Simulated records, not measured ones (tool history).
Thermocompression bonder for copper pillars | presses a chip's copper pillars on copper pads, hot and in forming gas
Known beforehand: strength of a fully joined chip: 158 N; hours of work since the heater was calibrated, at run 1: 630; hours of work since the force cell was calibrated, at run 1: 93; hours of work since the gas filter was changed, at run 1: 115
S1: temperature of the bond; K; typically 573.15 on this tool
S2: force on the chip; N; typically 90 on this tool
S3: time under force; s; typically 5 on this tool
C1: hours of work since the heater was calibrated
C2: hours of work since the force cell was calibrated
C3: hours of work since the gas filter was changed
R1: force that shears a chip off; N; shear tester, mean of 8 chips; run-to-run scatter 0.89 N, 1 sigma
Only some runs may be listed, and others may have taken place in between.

run   hour      S1   S2  S3   C1   C2   C3     R1
  1    0.0  573.15   90   5  630   93  115   75.1
  2   21.9  573.15   90   5  639  102  124   74.4
  3   34.3  573.15   90   5  644  107  129   73.5
  4   56.5  573.15   90   5  653  116  138   72.7
  5   74.8  573.15   90   5  660  123  145   73.7
      82.6  -- forming gas filter changed
  6   87.7  573.15   90   5  665  128    2   74.5
  7   97.3  573.15   90   5  669  132    6   74.5
  8  109.5  573.15   90   5  674  137   11   73.6
  9  127.8  573.15   90   5  681  144   18   74.0
 10  142.7  573.15   90   5  687  150   24   73.6
 11  159.5  573.15   90   5  694  157   31   73.8
 12  180.8  573.15   90   5  703  166   39   73.7
 13  198.1  573.15   90   5  710  173   46   73.8
 14  207.1  573.15  112   5  713  176   50   87.5
     217.2  -- heater calibrated with a thermocouple chip
 15  229.6  573.15   90   5    5  185   58   74.7
 16  238.6  573.15   76   5    9  188   62   64.2
 17  260.7  573.15   76   5   17  197   71   64.8
 18  281.5  585.15   56   3   26  205   79   47.4
 19  299.0  585.15   56   3   33  212   86   47.3
 20  321.1  573.15   97  12   42  221   95  104.7
 21  332.5  586.15   71   7   46  226  100   81.6
 22  352.2  551.15   99   4   54  234  107   53.1
 23  370.6  551.15   99   4   62  241  115   52.2
 24  386.4  551.15   99   4   68  247  121   54.0
 25  407.1  551.15   99   4   76  256  130   52.7
 26  422.7  603.15  116   3   82  262  136  107.0
 27  433.7  603.15  116   3   87  266  140  106.3
 28  452.1  603.15  116   3   94  274  148  108.6
     454.2  -- forming gas filter changed
 29  471.8  574.15   72   5  102  282    7   61.3
 30  492.0  566.15   72  10  110  290   15   70.3
 31  512.6  563.15   90   5  118  298   23   64.5
 32  533.3  544.15   72   4  127  306   32   34.1

Predict each of these 4 candidate next runs independently; none follows another, all start after run 32:
  A  551.9  582.15  61   8  134  314  39   ?
  B  551.9  591.15  77   4  134  314  39   ?
  C  551.9  594.15  89   3  134  314  39   ?
  D  551.9  601.15  91   6  134  314  39   ?

run     R1
  A   69.9
  B   75.8
  C   79.5
  D  109.7
Take away the tool's hidden state, keep each run's random variation, and the runs would have read:
run     R1
  A   69.9
  B   75.8
  C   79.5
  D  109.7
